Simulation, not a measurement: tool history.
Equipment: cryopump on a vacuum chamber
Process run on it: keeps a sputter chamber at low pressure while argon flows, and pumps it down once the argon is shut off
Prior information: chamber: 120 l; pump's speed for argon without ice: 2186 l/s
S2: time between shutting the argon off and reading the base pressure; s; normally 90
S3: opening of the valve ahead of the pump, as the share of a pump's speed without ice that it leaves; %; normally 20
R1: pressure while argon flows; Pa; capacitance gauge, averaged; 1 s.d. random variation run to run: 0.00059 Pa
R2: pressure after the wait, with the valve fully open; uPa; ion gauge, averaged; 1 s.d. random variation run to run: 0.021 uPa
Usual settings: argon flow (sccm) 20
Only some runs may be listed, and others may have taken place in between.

{"run": 1, "hour": 0.0, "argon flow (sccm)": 20, "S2": 90, "S3": 20, "R1": 0.0794, "R2": 0.65}
{"run": 2, "hour": 30.7, "argon flow (sccm)": 20, "S2": 36, "S3": 20, "R1": 0.0795, "R2": 1.18}
{"run": 3, "hour": 61.9, "argon flow (sccm)": 20, "S2": 90, "S3": 41, "R1": 0.0407, "R2": 0.7}
{"run": 4, "hour": 86.1, "argon flow (sccm)": 20, "S2": 90, "S3": 20, "R1": 0.0793, "R2": 0.65}
{"run": 5, "hour": 119.0, "argon flow (sccm)": 20, "S2": 90, "S3": 20, "R1": 0.0787, "R2": 0.69}
{"run": 6, "hour": 142.0, "argon flow (sccm)": 20, "S2": 90, "S3": 20, "R1": 0.0801, "R2": 0.7}
{"run": 7, "hour": 169.4, "argon flow (sccm)": 20, "S2": 90, "S3": 20, "R1": 0.0798, "R2": 0.69}
{"run": 8, "hour": 200.2, "argon flow (sccm)": 20, "S2": 90, "S3": 20, "R1": 0.079, "R2": 0.69}
{"run": 9, "hour": 237.0, "argon flow (sccm)": 20, "S2": 90, "S3": 20, "R1": 0.0791, "R2": 0.69}
{"run": 10, "hour": 255.2, "argon flow (sccm)": 20, "S2": 90, "S3": 20, "R1": 0.0798, "R2": 0.74}
{"run": 11, "hour": 282.7, "argon flow (sccm)": 36, "S2": 90, "S3": 20, "R1": 0.1423, "R2": 0.71}
{"run": 12, "hour": 316.8, "argon flow (sccm)": 36, "S2": 90, "S3": 20, "R1": 0.1436, "R2": 0.7}
{"run": 13, "hour": 359.7, "argon flow (sccm)": 20, "S2": 289, "S3": 20, "R1": 0.0788, "R2": 0.46}

Run 14 is up next; what results do you expect?
{"run": 14, "hour": 399.5, "argon flow (sccm)": 28, "S2": 56, "S3": 26, "R1": "?", "R2": "?"}

R1: 0.0872 Pa
R2: 0.91 uPa
Had the tool carried no hidden state, the very same run would have given R1 0.0835 Pa, R2 0.68 uPa.
